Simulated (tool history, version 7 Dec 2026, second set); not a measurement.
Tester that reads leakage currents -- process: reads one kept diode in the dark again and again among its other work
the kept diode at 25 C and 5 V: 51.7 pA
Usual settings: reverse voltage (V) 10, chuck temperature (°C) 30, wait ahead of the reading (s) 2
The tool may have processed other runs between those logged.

run     day  reverse voltage (V)  chuck temperature (°C)  wait ahead of the reading (s)  current that the tester gives (pA)
  1       0                   10                      30                              2                               98.14
  2   0.967                   10                      30                            2.5                               98.41
  3   2.508                   10                      30                            2.5                               98.16
  4   3.892                   10                      30                            2.1                               98.17
  5   5.067                   10                      30                            2.1                                96.7
  6       6                   10                      30                            2.1                               96.01
  7   7.446                   10                      30                           1.48                               96.82
  8   8.904                  9.6                      30                           1.48                               94.88
  9  10.067                  9.6                      30                           1.57                              101.35
 10  10.842                  7.9                      21                           2.52                               45.57
 11  11.917                  7.9                      33                            0.4                              122.59
 12  12.858                  2.2                      30                           9.42                               59.72
 13      14                  2.2                      30                           9.42                               60.11
 14  15.321                  2.2                      50                           7.42                              283.94
 15  16.933                  3.4                      26                           7.42                               49.59

Put back what was entered between runs (2 entries, withheld): which listed runs does each sit between, and how does the hidden state differ from the listed run before to the listed run after?
After run 4, before run 5: chuck's temperature calibrated (day 4.075)
  stray current of the dirty probe card, pA a volt: 0.286 -> 0.289; current scale over the true one, %: -0.38 -> -0.39; true chuck temperature over the reading, C: -0.61 -> -0.84
  measured result minus the result with no hidden state, current that the tester gives (pA): -2.68 -> -4.46
After run 8, before run 9: chuck's temperature calibrated, once more (day 9.571)
  stray current of the dirty probe card, pA a volt: 0.297 -> 0.299; current scale over the true one, %: -0.4 -> -0.41; true chuck temperature over the reading, C: -0.89 -> -0.02
  measured result minus the result with no hidden state, current that the tester gives (pA): -4.81 -> +2.07
